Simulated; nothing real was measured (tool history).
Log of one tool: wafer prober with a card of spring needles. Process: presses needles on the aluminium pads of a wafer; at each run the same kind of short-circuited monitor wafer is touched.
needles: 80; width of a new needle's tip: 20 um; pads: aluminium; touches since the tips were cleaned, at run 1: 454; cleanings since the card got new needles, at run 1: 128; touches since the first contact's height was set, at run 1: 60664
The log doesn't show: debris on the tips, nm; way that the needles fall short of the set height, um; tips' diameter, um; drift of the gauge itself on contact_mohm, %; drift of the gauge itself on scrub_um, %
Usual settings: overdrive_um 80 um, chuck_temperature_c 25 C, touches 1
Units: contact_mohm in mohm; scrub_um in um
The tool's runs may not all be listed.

| run | hour | overdrive_um | chuck_temperature_c | touches | touches since the tips were cleaned | cleanings since the card got new needles | touches since the first contact's height was set | contact_mohm | scrub_um |
|---|---|---|---|---|---|---|---|---|---|
| 1 | 0.0 | 80 | 25 | 1 | 454 | 128 | 60664 | 242 | 18.79 |
|  | 3.6 | tips cleaned on abrasive film |
|  | 7.1 | tips cleaned on abrasive film |
|  | 11.5 | tips cleaned on abrasive film |
|  | 16.0 | tips cleaned on abrasive film |
|  | 20.4 | tips cleaned on abrasive film |
|  | 24.8 | tips cleaned on abrasive film |
|  | 29.2 | tips cleaned on abrasive film |
|  | 33.6 | tips cleaned on abrasive film |
|  | 38.1 | tips cleaned on abrasive film |
|  | 42.5 | tips cleaned on abrasive film |
|  | 46.9 | tips cleaned on abrasive film |
|  | 51.3 | tips cleaned on abrasive film |
| 2 | 53.8 | 80 | 25 | 1 | 1795 | 140 | 99609 | 286 | 18.55 |
|  | 55.6 | tips cleaned on abrasive film |
|  | 60.0 | tips cleaned on abrasive film |
|  | 64.4 | tips cleaned on abrasive film |
|  | 68.9 | tips cleaned on abrasive film |
|  | 71.7 | height of the first contact set anew |
|  | 73.6 | tips cleaned on abrasive film |
|  | 78.0 | tips cleaned on abrasive film |
|  | 82.4 | tips cleaned on abrasive film |
|  | 86.8 | tips cleaned on abrasive film |
|  | 91.3 | tips cleaned on abrasive film |
|  | 94.8 | tips cleaned on abrasive film |
|  | 99.2 | tips cleaned on abrasive film |
| 3 | 102.6 | 91 | 25 | 1 | 2459 | 151 | 22315 | 277 | 21.85 |
|  | 103.5 | tips cleaned on abrasive film |
|  | 107.9 | tips cleaned on abrasive film |
|  | 112.4 | tips cleaned on abrasive film |
|  | 116.8 | tips cleaned on abrasive film |
|  | 121.2 | tips cleaned on abrasive film |
|  | 125.6 | tips cleaned on abrasive film |
|  | 130.1 | tips cleaned on abrasive film |
|  | 133.6 | tips cleaned on abrasive film |
|  | 138.0 | tips cleaned on abrasive film |
|  | 141.6 | tips cleaned on abrasive film |
|  | 146.0 | tips cleaned on abrasive film |
| 4 | 147.6 | 80 | 25 | 1 | 1165 | 162 | 54866 | 268 | 18.95 |
|  | 150.3 | tips cleaned on abrasive film |
|  | 154.7 | tips cleaned on abrasive film |
|  | 159.1 | tips cleaned on abrasive film |
|  | 163.6 | tips cleaned on abrasive film |
|  | 168.0 | tips cleaned on abrasive film |
|  | 172.4 | tips cleaned on abrasive film |
|  | 176.0 | tips cleaned on abrasive film |
|  | 180.4 | tips cleaned on abrasive film |
|  | 184.8 | tips cleaned on abrasive film |
|  | 189.2 | tips cleaned on abrasive film |
|  | 192.8 | tips cleaned on abrasive film |
| 5 | 193.9 | 80 | 25 | 1 | 859 | 173 | 88392 | 267 | 18.59 |
|  | 196.6 | tips cleaned on abrasive film |
|  | 201.1 | tips cleaned on abrasive film |
|  | 205.5 | tips cleaned on abrasive film |
|  | 209.9 | tips cleaned on abrasive film |
|  | 214.3 | tips cleaned on abrasive film |
|  | 218.7 | tips cleaned on abrasive film |
|  | 223.2 | tips cleaned on abrasive film |
| 6 | 224.1 | 80 | 25 | 1 | 723 | 180 | 110252 | 267 | 18.35 |
|  | 226.8 | tips cleaned on abrasive film |
|  | 227.1 | height of the first contact set anew |
|  | 231.6 | tips cleaned on abrasive film |
|  | 236.0 | tips cleaned on abrasive film |
|  | 240.4 | tips cleaned on abrasive film |
|  | 244.0 | tips cleaned on abrasive film |
|  | 248.4 | tips cleaned on abrasive film |
|  | 252.8 | tips cleaned on abrasive film |
|  | 257.2 | tips cleaned on abrasive film |
|  | 261.6 | tips cleaned on abrasive film |
|  | 266.1 | tips cleaned on abrasive film |
|  | 270.5 | tips cleaned on abrasive film |
| 7 | 270.8 | 80 | 25 | 1 | 211 | 191 | 31597 | 229 | 19.05 |
|  | 274.3 | tips cleaned on abrasive film |
|  | 278.8 | tips cleaned on abrasive film |
|  | 283.2 | tips cleaned on abrasive film |
|  | 287.6 | tips cleaned on abrasive film |
|  | 292.0 | tips cleaned on abrasive film |
|  | 296.4 | tips cleaned on abrasive film |
|  | 300.9 | tips cleaned on abrasive film |
|  | 304.4 | tips cleaned on abrasive film |
|  | 308.8 | tips cleaned on abrasive film |
| 8 | 310.6 | 80 | 25 | 1 | 1323 | 200 | 60463 | 281 | 18.84 |
|  | 312.5 | tips cleaned on abrasive film |
|  | 316.9 | tips cleaned on abrasive film |
|  | 321.3 | tips cleaned on abrasive film |
|  | 325.7 | tips cleaned on abrasive film |
|  | 330.2 | tips cleaned on abrasive film |
|  | 334.6 | tips cleaned on abrasive film |
|  | 339.0 | tips cleaned on abrasive film |
|  | 343.4 | tips cleaned on abrasive film |
|  | 347.0 | tips cleaned on abrasive film |
|  | 351.4 | tips cleaned on abrasive film |
|  | 355.8 | tips cleaned on abrasive film |
| 9 | 356.9 | 80 | 25 | 1 | 827 | 211 | 93958 | 270 | 18.51 |
|  | 359.6 | tips cleaned on abrasive film |
|  | 364.1 | tips cleaned on abrasive film |
|  | 368.5 | tips cleaned on abrasive film |
|  | 372.9 | tips cleaned on abrasive film |
|  | 376.5 | tips cleaned on abrasive film |
|  | 380.9 | tips cleaned on abrasive film |
|  | 382.9 | height of the first contact set anew |
|  | 384.7 | tips cleaned on abrasive film |
|  | 389.2 | tips cleaned on abrasive film |
| 10 | 389.6 | 80 | 31 | 3 | 344 | 219 | 4827 | 221 | 19.33 |
|  | 393.2 | tips cleaned on abrasive film |
|  | 397.6 | tips cleaned on abrasive film |
|  | 401.2 | tips cleaned on abrasive film |
|  | 405.6 | tips cleaned on abrasive film |
|  | 410.0 | tips cleaned on abrasive film |
|  | 414.4 | tips cleaned on abrasive film |
|  | 418.0 | tips cleaned on abrasive film |
|  | 422.4 | tips cleaned on abrasive film |
|  | 426.8 | tips cleaned on abrasive film |
|  | 431.3 | tips cleaned on abrasive film |
|  | 434.8 | tips cleaned on abrasive film |
|  | 439.2 | tips cleaned on abrasive film |
|  | 451.2 | card fitted with new needles |
|  | 455.7 | tips cleaned on abrasive film |
|  | 460.1 | tips cleaned on abrasive film |
|  | 463.6 | tips cleaned on abrasive film |
| 11 | 464.1 | 80 | 31 | 3 | 374 | 3 | 9342 | 214 | 19.25 |
|  | 467.7 | tips cleaned on abrasive film |
|  | 472.1 | tips cleaned on abrasive film |
|  | 475.7 | tips cleaned on abrasive film |
|  | 480.1 | tips cleaned on abrasive film |
|  | 484.5 | tips cleaned on abrasive film |
|  | 488.9 | tips cleaned on abrasive film |
|  | 493.4 | tips cleaned on abrasive film |
|  | 497.8 | tips cleaned on abrasive film |
| 12 | 498.8 | 80 | 31 | 3 | 729 | 11 | 34412 | 216 | 19.04 |
|  | 501.5 | tips cleaned on abrasive film |
|  | 505.9 | tips cleaned on abrasive film |
|  | 510.3 | tips cleaned on abrasive film |
|  | 514.7 | tips cleaned on abrasive film |
|  | 518.3 | tips cleaned on abrasive film |
|  | 522.7 | tips cleaned on abrasive film |
|  | 527.1 | tips cleaned on abrasive film |
|  | 530.8 | tips cleaned on abrasive film |
| 13 | 530.8 | 81 | 27 | 3 | 0 | 19 | 57583 | 206 | 19.01 |
|  | 534.4 | tips cleaned on abrasive film |
|  | 538.0 | tips cleaned on abrasive film |
|  | 542.4 | tips cleaned on abrasive film |
|  | 546.8 | tips cleaned on abrasive film |
|  | 551.2 | tips cleaned on abrasive film |
|  | 554.8 | tips cleaned on abrasive film |
|  | 559.2 | tips cleaned on abrasive film |
| 14 | 560.9 | 81 | 27 | 3 | 1223 | 26 | 79306 | 224 | 18.95 |
|  | 563.6 | tips cleaned on abrasive film |
|  | 567.1 | tips cleaned on abrasive film |
|  | 571.5 | tips cleaned on abrasive film |
|  | 575.1 | tips cleaned on abrasive film |
|  | 579.5 | tips cleaned on abrasive film |
|  | 583.1 | tips cleaned on abrasive film |
|  | 587.5 | tips cleaned on abrasive film |
|  | 591.9 | tips cleaned on abrasive film |
| 15 | 592.0 | 78 | 27 | 2 | 38 | 34 | 101761 | 213 | 17.97 |
|  | 595.5 | tips cleaned on abrasive film |
|  | 599.9 | tips cleaned on abrasive film |
|  | 604.4 | tips cleaned on abrasive film |
|  | 607.2 | height of the first contact set anew |
|  | 609.1 | tips cleaned on abrasive film |
|  | 613.5 | tips cleaned on abrasive film |
|  | 617.9 | tips cleaned on abrasive film |
|  | 621.5 | tips cleaned on abrasive film |
|  | 625.9 | tips cleaned on abrasive film |
| 16 | 627.9 | 69 | 39 | 2 | 1509 | 42 | 14960 | 251 | 16.51 |

Forecast each of these 5 alternatives for the next run:
|  | 629.8 | tips cleaned on abrasive film |
|  | 634.2 | tips cleaned on abrasive film |
|  | 638.6 | tips cleaned on abrasive film |
|  | 643.0 | tips cleaned on abrasive film |
|  | 647.5 | tips cleaned on abrasive film |
|  | 651.9 | tips cleaned on abrasive film |
|  | 656.3 | tips cleaned on abrasive film |
|  | 660.7 | tips cleaned on abrasive film |
|  | 665.1 | tips cleaned on abrasive film |
|  | 669.6 | tips cleaned on abrasive film |
| A | 671.2 | 97 | 39 | 2 | 1201 | 52 | 46266 | ? | ? |
|  | 629.8 | tips cleaned on abrasive film |
|  | 634.2 | tips cleaned on abrasive film |
|  | 638.6 | tips cleaned on abrasive film |
|  | 643.0 | tips cleaned on abrasive film |
|  | 647.5 | tips cleaned on abrasive film |
|  | 651.9 | tips cleaned on abrasive film |
|  | 656.3 | tips cleaned on abrasive film |
|  | 660.7 | tips cleaned on abrasive film |
|  | 665.1 | tips cleaned on abrasive film |
|  | 669.6 | tips cleaned on abrasive film |
| B | 671.2 | 62 | 41 | 1 | 1201 | 52 | 46266 | ? | ? |
|  | 629.8 | tips cleaned on abrasive film |
|  | 634.2 | tips cleaned on abrasive film |
|  | 638.6 | tips cleaned on abrasive film |
|  | 643.0 | tips cleaned on abrasive film |
|  | 647.5 | tips cleaned on abrasive film |
|  | 651.9 | tips cleaned on abrasive film |
|  | 656.3 | tips cleaned on abrasive film |
|  | 660.7 | tips cleaned on abrasive film |
|  | 665.1 | tips cleaned on abrasive film |
|  | 669.6 | tips cleaned on abrasive film |
| C | 671.2 | 95 | 25 | 1 | 1201 | 52 | 46266 | ? | ? |
|  | 629.8 | tips cleaned on abrasive film |
|  | 634.2 | tips cleaned on abrasive film |
|  | 638.6 | tips cleaned on abrasive film |
|  | 643.0 | tips cleaned on abrasive film |
|  | 647.5 | tips cleaned on abrasive film |
|  | 651.9 | tips cleaned on abrasive film |
|  | 656.3 | tips cleaned on abrasive film |
|  | 660.7 | tips cleaned on abrasive film |
|  | 665.1 | tips cleaned on abrasive film |
|  | 669.6 | tips cleaned on abrasive film |
| D | 671.2 | 76 | 91 | 2 | 1201 | 52 | 46266 | ? | ? |
|  | 629.8 | tips cleaned on abrasive film |
|  | 634.2 | tips cleaned on abrasive film |
|  | 638.6 | tips cleaned on abrasive film |
|  | 643.0 | tips cleaned on abrasive film |
|  | 647.5 | tips cleaned on abrasive film |
|  | 651.9 | tips cleaned on abrasive film |
|  | 656.3 | tips cleaned on abrasive film |
|  | 660.7 | tips cleaned on abrasive film |
|  | 665.1 | tips cleaned on abrasive film |
|  | 669.6 | tips cleaned on abrasive film |
| E | 671.2 | 98 | 47 | 2 | 1201 | 52 | 46266 | ? | ? |

| run | contact_mohm | scrub_um |
|---|---|---|
| A | 234 | 23.06 |
| B | 301 | 14.60 |
| C | 243 | 22.56 |
| D | 257 | 17.92 |
| E | 231 | 23.20 |
Without the tool's hidden state the same runs would have given:
| run | contact_mohm | scrub_um |
|---|---|---|
| A | 211 | 23.47 |
| B | 216 | 15.02 |
| C | 203 | 22.97 |
| D | 224 | 18.33 |
| E | 209 | 23.61 |
